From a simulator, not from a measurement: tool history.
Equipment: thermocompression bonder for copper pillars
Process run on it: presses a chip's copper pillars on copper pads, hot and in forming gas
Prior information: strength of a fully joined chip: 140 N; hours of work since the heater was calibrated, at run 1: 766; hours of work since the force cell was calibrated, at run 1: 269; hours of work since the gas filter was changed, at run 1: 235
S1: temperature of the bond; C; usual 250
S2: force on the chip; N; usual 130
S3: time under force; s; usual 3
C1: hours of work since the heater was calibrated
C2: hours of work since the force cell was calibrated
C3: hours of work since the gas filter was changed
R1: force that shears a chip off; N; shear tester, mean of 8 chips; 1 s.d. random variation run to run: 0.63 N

run	hour	S1	S2	S3	C1	C2	C3	R1
1	0	250	130	3	766	269	235	69.7
2	25.1	250	166	3	777	280	246	80
3	44	250	166	3	785	288	254	77.5
4	71.6	250	133	3	797	300	265	69.8
5	88.1	250	133	3	804	307	272	69.2
6	107.9	250	130	3	812	315	281	68.4
7	124.2	250	130	3	819	322	288	69.1
8	145.5	252	130	3	828	331	297	69.7
9	164	250	130	3	836	339	305	68.2
10	185	250	122	3	845	348	313	65.7
11	217.8	250	122	3	859	362	327	64.9
12	241.7	250	130	4	869	372	338	76.3
13	267.2	250	130	8	880	383	348	91.1
14	293.9	250	130	8	891	394	360	90.7
15	316.6	250	130	3	901	404	369	67.7
16	347.1	250	130	3	914	417	382	66.6
# hour 354.4: forming gas filter changed
17	377.3	250	130	3	926	429	10	72.4
18	406.6	255	130	3	939	442	22	75.8
19	423.9	251	130	3	946	449	29	74.2
20	438.8	259	130	3	952	455	36	79.1
21	471.3	259	101	3	966	469	50	68.6
22	491.8	259	101	3	975	478	58	68.3
23	516.5	259	101	3	985	488	69	66.9
24	535.9	259	101	3	993	496	77	68
25	564.1	259	101	3	1005	508	89	67.9
26	594	270	130	2	1018	521	102	74.3
27	622.1	270	130	2	1030	533	114	74.5
28	645.6	270	184	6	1040	543	123	113.3
# hour 648.6: force cell calibrated
# hour 656: heater calibrated with a thermocouple chip
29	676.7	264	164	3	9	11	135	83.7
30	691.1	264	164	3	15	17	141	84.8
31	713.1	264	164	3	24	27	151	84
32	730.9	264	164	3	32	34	158	82.3
33	746	250	132	6	38	40	165	83.5
34	775.4	263	91	7	51	53	177	79.7
35	808.1	256	130	3	64	67	191	69.4
36	823.9	256	130	3	71	73	198	68
# hour 841.3: force cell calibrated, once more
37	853.8	277	195	4	83	5	210	106.7
38	868.2	237	130	7	89	11	216	81
39	893.8	223	130	3	100	22	227	51.8

Consider 3 possible next runs. They are alternatives, not a sequence: every one starts from the tool as it was left by run 39. What does each give?
A	909.8	223	165	3	107	29	233	?
B	909.8	223	130	9	107	29	233	?
C	909.8	223	126	5	107	29	233	?

run	R1
A	59.1
B	74.8
C	60.9
What these runs would have given with no unlogged condition in the tool:
run	R1
A	60.9
B	77.3
C	62.8

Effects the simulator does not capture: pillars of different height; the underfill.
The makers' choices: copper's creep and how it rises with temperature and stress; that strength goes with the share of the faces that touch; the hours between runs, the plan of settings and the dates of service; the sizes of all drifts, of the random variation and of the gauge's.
